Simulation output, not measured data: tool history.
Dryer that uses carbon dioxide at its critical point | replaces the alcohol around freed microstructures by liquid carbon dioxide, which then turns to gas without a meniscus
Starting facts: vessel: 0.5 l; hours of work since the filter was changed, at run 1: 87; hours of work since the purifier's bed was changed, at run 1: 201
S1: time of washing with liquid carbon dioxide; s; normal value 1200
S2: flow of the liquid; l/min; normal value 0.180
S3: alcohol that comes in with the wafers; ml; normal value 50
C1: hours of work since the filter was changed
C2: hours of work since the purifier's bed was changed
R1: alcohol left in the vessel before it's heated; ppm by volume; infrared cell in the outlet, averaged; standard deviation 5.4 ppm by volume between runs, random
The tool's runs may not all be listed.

Run 1, hour 0.0: usual settings; C1 87; C2 201. Result: R1 223 ppm by volume.
Run 2, hour 9.4: usual settings; C1 91; C2 205. Result: R1 226 ppm by volume.
Run 3, hour 19.9: usual settings; C1 97; C2 211. Result: R1 234 ppm by volume.
Run 4, hour 32.0: usual settings but S3 21 ml; C1 103; C2 217. Result: R1 154 ppm by volume.
Run 5, hour 41.7: usual settings; C1 107; C2 222. Result: R1 234 ppm by volume.
Run 6, hour 50.4: usual settings; C1 112; C2 226. Result: R1 249 ppm by volume.
Run 7, hour 60.3: usual settings; C1 117; C2 231. Result: R1 239 ppm by volume.
Run 8, hour 72.9: usual settings; C1 123; C2 237. Result: R1 254 ppm by volume.
Run 9, hour 82.8: usual settings; C1 128; C2 242. Result: R1 244 ppm by volume.
Run 10, hour 90.8: usual settings but S1 1680 s; C1 132; C2 246. Result: R1 114 ppm by volume.
Run 11, hour 97.5: usual settings but S1 1620 s, S2 0.125 l/min, S3 87 ml; C1 135; C2 249. Result: R1 545 ppm by volume.
Run 12, hour 104.2: usual settings but S1 960 s, S2 0.216 l/min, S3 116 ml; C1 138; C2 253. Result: R1 552 ppm by volume.
Run 13, hour 114.0: usual settings but S1 960 s, S2 0.216 l/min, S3 116 ml; C1 143; C2 257. Result: R1 561 ppm by volume.
Run 14, hour 126.7: usual settings but S1 960 s, S2 0.216 l/min, S3 116 ml; C1 150; C2 264. Result: R1 558 ppm by volume.
Run 15, hour 137.6: usual settings but S1 960 s, S2 0.216 l/min, S3 116 ml; C1 155; C2 269. Result: R1 570 ppm by volume.
Run 16, hour 147.3: usual settings but S1 960 s, S2 0.216 l/min, S3 116 ml; C1 160; C2 274. Result: R1 574 ppm by volume.
Run 17, hour 158.7: usual settings but S1 1680 s, S2 0.146 l/min, S3 54 ml; C1 166; C2 280. Result: R1 204 ppm by volume.
Run 18, hour 171.1: usual settings but S1 1860 s, S2 0.228 l/min, S3 54 ml; C1 172; C2 286. Result: R1 119 ppm by volume.
Run 19, hour 179.7: usual settings but S1 1860 s, S2 0.228 l/min, S3 54 ml; C1 176; C2 290. Result: R1 111 ppm by volume.

5 ways to go on from here, each from the tool as it stands after run 19. What would each give?
Run A, hour 190.4: usual settings but S1 1380 s, S2 0.179 l/min, S3 102 ml; C1 181; C2 295. Result: R1 ?.
Run B, hour 190.4: usual settings but S1 1860 s, S2 0.118 l/min, S3 119 ml; C1 181; C2 295. Result: R1 ?.
Run C, hour 190.4: usual settings but S1 1860 s, S2 0.243 l/min, S3 54 ml; C1 181; C2 295. Result: R1 ?.
Run D, hour 190.4: usual settings but S1 1620 s, S2 0.256 l/min; C1 181; C2 295. Result: R1 ?.
Run E, hour 190.4: usual settings but S1 1860 s, S2 0.137 l/min, S3 92 ml; C1 181; C2 295. Result: R1 ?.

run   R1
  A  251
  B  503
  C  119
  D  120
  E  216
With the hidden condition removed and each run's random variation left untouched, the same runs would have given:
run   R1
  A  108
  B  303
  C    4
  D    7
  E   78

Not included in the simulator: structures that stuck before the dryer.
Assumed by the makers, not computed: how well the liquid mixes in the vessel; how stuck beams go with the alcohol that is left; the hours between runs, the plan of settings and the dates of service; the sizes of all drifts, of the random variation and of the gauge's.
